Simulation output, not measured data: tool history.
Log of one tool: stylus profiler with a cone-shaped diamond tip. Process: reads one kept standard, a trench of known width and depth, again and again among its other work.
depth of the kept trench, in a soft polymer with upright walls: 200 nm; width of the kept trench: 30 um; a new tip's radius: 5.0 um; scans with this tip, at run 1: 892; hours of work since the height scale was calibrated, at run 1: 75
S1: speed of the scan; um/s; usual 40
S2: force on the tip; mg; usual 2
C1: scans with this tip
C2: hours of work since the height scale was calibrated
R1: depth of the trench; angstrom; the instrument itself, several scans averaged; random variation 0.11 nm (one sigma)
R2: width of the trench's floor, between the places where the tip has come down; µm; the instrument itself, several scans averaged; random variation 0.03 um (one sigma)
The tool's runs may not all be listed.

run	day	S1	S2	C1	C2	R1	R2
1	0	40	2	892	75	2022	26.92
2	0.596	40	2	970	81	2022.1	26.89
3	1.108	40	2	1036	87	2022	26.92
4	1.579	126	2	1098	92	2021.2	26.66
5	2.221	126	2	1182	99	2022	26.66
6	2.8	40	2	1257	105	2021.1	26.94
7	3.342	40	2.13	1328	111	2020.9	26.9
8	3.762	40	2.13	1383	116	2022	26.92
9	4.354	40	2.13	1460	122	2021.3	26.93
10	4.658	40	2	1500	126	2021.9	26.9
11	4.975	40	2	1541	129	2020.3	26.92
12	5.362	40	2	1592	133	2021.4	26.9
13	5.929	11	0.92	1666	140	2014.1	26.96
14	6.454	17	2.55	1734	145	2025.3	27.02
15	7.038	12	3.68	1810	152	2032.2	26.99
16	7.654	78	1.28	1891	159	2018.3	26.65
17	8.171	36	3.9	1958	164	2034.8	26.87
18	8.733	36	3.9	2032	170	2033.3	26.89
19	9.3	38	1.79	2106	177	2020.5	26.88
20	9.692	38	1.79	2157	181	2019.7	26.81
21	10.333	38	1.35	2241	188	2016.4	26.9
22	10.796	38	1.35	2301	193	2016.7	26.86
23	11.175	21	1.1	2351	197	2013.8	26.9
24	11.75	21	1.1	2425	203	2015.4	26.88

Measured less the same run without the tool's hidden state. The same run-to-run variation is in both; the gauge's scatter may not be:
The hidden state here: radius of the tip, um; height scale over the true one, %; drift of the gauge itself on depth_nm, %; drift of the gauge itself on floor_um, %.
run	R1	R2
1	+1	-0.11
2	+1	-0.11
3	+1.1	-0.12
4	+1.1	-0.13
5	+1.1	-0.13
6	+1.3	-0.13
7	+1.3	-0.15
8	+1.3	-0.14
9	+1.4	-0.16
10	+1.4	-0.15
11	+1.5	-0.15
12	+1.5	-0.16
13	+1.5	-0.17
14	+1.6	-0.17
15	+1.7	-0.18
16	+1.7	-0.18
17	+1.8	-0.19
18	+1.9	-0.2
19	+1.9	-0.19
20	+2	-0.2
21	+2	-0.21
22	+2.1	-0.21
23	+2.2	-0.21
24	+2.2	-0.23
